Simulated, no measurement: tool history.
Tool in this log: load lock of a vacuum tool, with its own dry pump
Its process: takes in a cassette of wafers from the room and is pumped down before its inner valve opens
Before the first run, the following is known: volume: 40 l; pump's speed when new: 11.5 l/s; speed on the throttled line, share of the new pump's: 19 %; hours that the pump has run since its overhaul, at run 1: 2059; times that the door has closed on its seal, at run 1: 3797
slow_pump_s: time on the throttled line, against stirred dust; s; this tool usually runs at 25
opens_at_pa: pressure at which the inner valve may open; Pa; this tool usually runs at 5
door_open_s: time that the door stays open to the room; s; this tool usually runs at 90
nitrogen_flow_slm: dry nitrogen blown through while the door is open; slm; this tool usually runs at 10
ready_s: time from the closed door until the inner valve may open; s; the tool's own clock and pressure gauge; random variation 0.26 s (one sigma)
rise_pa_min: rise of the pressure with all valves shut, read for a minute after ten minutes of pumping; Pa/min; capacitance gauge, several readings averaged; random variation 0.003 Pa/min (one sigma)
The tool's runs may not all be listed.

| run | hour | slow_pump_s | opens_at_pa | door_open_s | nitrogen_flow_slm | hours that the pump has run since its overhaul | times that the door has closed on its seal | incoming humidity of the room's air, % | ready_s | rise_pa_min |
|---|---|---|---|---|---|---|---|---|---|---|
| 1 | 0.0 | 25 | 5 | 90 | 10 | 2059 | 3797 | 43.8 | 57.2 | 0.046 |
| 2 | 89.2 | 25 | 5 | 90 | 10 | 2148 | 3901 | 46.7 | 56.8 | 0.048 |
| 3 | 169.5 | 25 | 5 | 90 | 10 | 2228 | 3994 | 41.6 | 56.8 | 0.050 |
| 4 | 296.9 | 25 | 5 | 90 | 38 | 2356 | 4143 | 44.6 | 56.9 | 0.033 |
| 5 | 384.1 | 25 | 5 | 90 | 38 | 2443 | 4244 | 41.0 | 57.7 | 0.033 |
| 6 | 515.0 | 25 | 5 | 90 | 38 | 2574 | 4396 | 47.0 | 57.2 | 0.031 |
| 7 | 610.0 | 25 | 5 | 90 | 38 | 2669 | 4507 | 47.8 | 56.7 | 0.039 |
| 8 | 750.3 | 25 | 5 | 90 | 38 | 2809 | 4670 | 45.9 | 57.1 | 0.033 |
| 9 | 887.6 | 39 | 5 | 90 | 10 | 2946 | 4830 | 48.6 | 68.4 | 0.057 |
| 10 | 978.7 | 39 | 5 | 221 | 10 | 3038 | 4936 | 47.8 | 68.1 | 0.082 |
| 11 | 1086.5 | 39 | 5 | 221 | 10 | 3145 | 5061 | 44.3 | 68.8 | 0.078 |
| 12 | 1229.1 | 39 | 5 | 221 | 10 | 3288 | 5227 | 49.4 | 68.5 | 0.087 |
| 13 | 1322.5 | 39 | 5 | 221 | 10 | 3381 | 5336 | 45.3 | 68.3 | 0.081 |
| 14 | 1397.2 | 25 | 5 | 132 | 10 | 3456 | 5423 | 42.4 | 56.9 | 0.058 |
| 15 | 1511.7 | 25 | 5 | 132 | 10 | 3571 | 5556 | 42.8 | 57.4 | 0.062 |
| 16 | 1618.4 | 25 | 5 | 132 | 10 | 3677 | 5680 | 47.1 | 57.3 | 0.063 |
| 17 | 1731.3 | 25 | 5 | 90 | 10 | 3790 | 5811 | 43.7 | 57.6 | 0.048 |
| 18 | 1877.7 | 18 | 5 | 90 | 10 | 3937 | 5982 | 43.4 | 51.6 | 0.053 |
| 19 | 2010.5 | 25 | 9 | 90 | 10 | 4069 | 6136 | 44.2 | 55.2 | 0.054 |
| 20 | 2151.2 | 25 | 6 | 40 | 10 | 4210 | 6300 | 45.8 | 56.2 | 0.039 |
| 21 | 2223.2 | 41 | 5 | 26 | 40 | 4282 | 6384 | 47.0 | 70.1 | 0.025 |
| 22 | 2295.5 | 19 | 5 | 69 | 6 | 4354 | 6468 | 43.8 | 52.8 | 0.049 |
| 23 | 2364.2 | 14 | 8 | 62 | 30 | 4423 | 6548 | 45.7 | 46.4 | 0.035 |
| 24 | 2435.2 | 50 | 5 | 195 | 15 | 4494 | 6630 | 43.1 | 77.3 | 0.070 |
| 25 | 2555.8 | 25 | 6 | 90 | 10 | 4615 | 6771 | 47.2 | 56.3 | 0.053 |
| 26 | 2655.8 | 15 | 5 | 90 | 10 | 4715 | 6887 | 40.7 | 49.6 | 0.050 |
| 27 | 2733.9 | 31 | 6 | 90 | 20 | 4793 | 6978 | 41.6 | 61.3 | 0.044 |
| 28 | 2816.1 | 32 | 5 | 90 | 22 | 4875 | 7074 | 48.4 | 63.4 | 0.055 |
| 29 | 2898.7 | 14 | 5 | 187 | 20 | 4958 | 7170 | 43.2 | 48.7 | 0.066 |
| 30 | 3035.7 | 14 | 7 | 217 | 20 | 5095 | 7329 | 45.4 | 47.3 | 0.075 |
| 31 | 3183.6 | 25 | 4 | 90 | 15 | 5242 | 7501 | 43.0 | 58.6 | 0.050 |
| 32 | 3322.7 | 15 | 5 | 116 | 9 | 5382 | 7663 | 48.6 | 49.5 | 0.062 |
| 33 | 3387.0 | 15 | 5 | 116 | 19 | 5446 | 7738 | 46.6 | 49.8 | 0.056 |
| 34 | 3496.8 | 15 | 5 | 116 | 19 | 5556 | 7866 | 46.8 | 49.4 | 0.059 |
| 35 | 3617.6 | 15 | 5 | 116 | 19 | 5676 | 8006 | 45.3 | 49.9 | 0.056 |
| 36 | 3680.9 | 15 | 5 | 116 | 19 | 5740 | 8080 | 44.0 | 49.8 | 0.057 |
| 37 | 3801.7 | 25 | 5 | 215 | 7 | 5861 | 8220 | 45.6 | 57.9 | 0.094 |

Selected run-to-run steps in ready_s, each split into two signed amounts: the part the tool would show with no hidden state at all (from settings, incoming material and random variation), and the remainder, which goes to the hidden state together with any gauge scatter not common to the measured and the hidden-state-free results:
The tool's hidden condition here consists of: pump's speed, % of a new pump's; leak at the door's seal, Pa l/s; drift of the gauge itself on ready_s, %; drift of the gauge itself on rise_pa_min, %.
Run 13 -> 14: slow_pump_s 39 -> 25, door_open_s 221 -> 132. ready_s -11.4 s: hidden state +0.3, all else -11.7.
Run 21 -> 22: slow_pump_s 41 -> 19, door_open_s 26 -> 69, nitrogen_flow_slm 40 -> 6. ready_s -17.3 s: hidden state +0.3, all else -17.6.
Run 23 -> 24: slow_pump_s 14 -> 50, opens_at_pa 8 -> 5, door_open_s 62 -> 195, nitrogen_flow_slm 30 -> 15. ready_s +30.9 s: hidden state -0.4, all else +31.3.
Run 24 -> 25: slow_pump_s 50 -> 25, opens_at_pa 5 -> 6, door_open_s 195 -> 90, nitrogen_flow_slm 15 -> 10. ready_s -21.0 s: hidden state +0.3, all else -21.3.
